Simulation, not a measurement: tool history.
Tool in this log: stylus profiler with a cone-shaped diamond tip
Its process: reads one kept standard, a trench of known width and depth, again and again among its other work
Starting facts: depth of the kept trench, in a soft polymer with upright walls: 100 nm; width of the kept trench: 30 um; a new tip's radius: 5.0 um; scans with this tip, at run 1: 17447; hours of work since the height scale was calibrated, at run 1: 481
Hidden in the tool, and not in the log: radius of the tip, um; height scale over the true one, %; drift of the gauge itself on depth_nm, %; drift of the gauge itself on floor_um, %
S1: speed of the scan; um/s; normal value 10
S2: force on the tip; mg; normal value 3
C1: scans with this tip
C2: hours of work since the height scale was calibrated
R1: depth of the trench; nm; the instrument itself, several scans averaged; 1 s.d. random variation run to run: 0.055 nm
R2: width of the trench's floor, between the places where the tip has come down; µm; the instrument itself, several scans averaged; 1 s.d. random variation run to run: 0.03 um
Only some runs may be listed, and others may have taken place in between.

run     day  S1    S2     C1   C2      R1     R2
  1       0  10     3  17447  481  101.94     28
  2   2.504  10  1.21  17827  529  101.01  27.93
  3   4.379  10  2.15  18111  564  101.62  27.95
  4   6.375   2     3  18414  603  101.97  28.04
  5   8.733  10  3.36  18771  648  101.94  27.97
  6  12.083  10  2.17  19279  712  101.45  27.92
  7  14.354  10  2.17  19623  756  101.54  27.97
  8  16.938   6     3  20015  805  101.99  27.98
  9  19.325   4   1.2  20376  851  100.98  27.95
 10  22.296   4   1.2  20827  908  101.06  27.98

Forecast each of these 4 alternatives for the next run:
  A  25.592  16  1.04  21327  971   ?   ?
  B  25.592   5   8.8  21327  971   ?   ?
  C  25.592   6   1.2  21327  971   ?   ?
  D  25.592  12  1.02  21327  971   ?   ?

run      R1     R2
  A  100.93  27.89
  B  104.03  27.97
  C  101.06  28.01
  D  101.02  27.98
The same runs, with their run-to-run variation unchanged, on a tool lacking any hidden condition would have given:
run      R1     R2
  A  100.93   27.9
  B  104.02  27.99
  C  101.06  28.02
  D  101.02  27.99
